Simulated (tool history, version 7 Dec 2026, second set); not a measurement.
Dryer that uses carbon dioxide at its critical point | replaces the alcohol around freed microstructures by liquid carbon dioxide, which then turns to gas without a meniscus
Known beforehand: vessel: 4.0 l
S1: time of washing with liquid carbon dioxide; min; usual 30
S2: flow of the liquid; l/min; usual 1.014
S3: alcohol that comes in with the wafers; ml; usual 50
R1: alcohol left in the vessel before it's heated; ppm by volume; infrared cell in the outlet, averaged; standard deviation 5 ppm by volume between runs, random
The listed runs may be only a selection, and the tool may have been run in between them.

run   hour  S1     S2  S3    R1
  1    0.0  30  1.014  50    54
  2   18.7  30  1.014  50    67
      20.7  -- inlet filter changed
  3   29.0  30  1.014  50    47
  4   48.1  30  1.014  50    56
  5   65.4  30  1.014  50    51
  6   78.8  30  1.014  50    47
  7   89.8  30  1.014  50    50
  8  106.1  30  1.014  50    56
  9  123.9  30  1.680  50    16
 10  136.3  30  1.680  50    13
 11  146.3  30  1.680  50    16
 12  159.7  30  1.014  50    52
 13  178.1  30  1.014  50    63
 14  187.0  30  1.014  50    56
 15  206.9  30  1.120  50    31
 16  222.0  22  0.910  61   363
 17  236.6  23  0.770  78   712
 18  249.6  21  1.140  50   159
 19  270.1  24  1.470  45    36
 20  280.2  30  1.014  52    69
 21  293.4  30  1.014  52    63
 22  307.7  39  0.910  50    39
 23  328.4  30  1.014  76    90
 24  340.3  30  0.700  50   249
 25  361.5  46  1.014  96    24
 26  371.8  20  0.620  98  2365
 27  389.9  19  1.130  46   245
 28  403.6  27  1.040  50    88
 29  423.9  27  1.040  50    92

Each row is a separate what-if for the run after 29, all from the same tool condition, not one after another. Results?
  A  433.9  27  1.040  42   ?
  B  433.9  46  0.770  48   ?
  C  433.9  22  0.790  22   ?
  D  433.9  34  0.620  50   ?

run   R1
  A   80
  B   39
  C  243
  D  262
Without the tool's unlogged condition, the same runs would have read:
run   R1
  A   48
  B   14
  C  196
  D  207

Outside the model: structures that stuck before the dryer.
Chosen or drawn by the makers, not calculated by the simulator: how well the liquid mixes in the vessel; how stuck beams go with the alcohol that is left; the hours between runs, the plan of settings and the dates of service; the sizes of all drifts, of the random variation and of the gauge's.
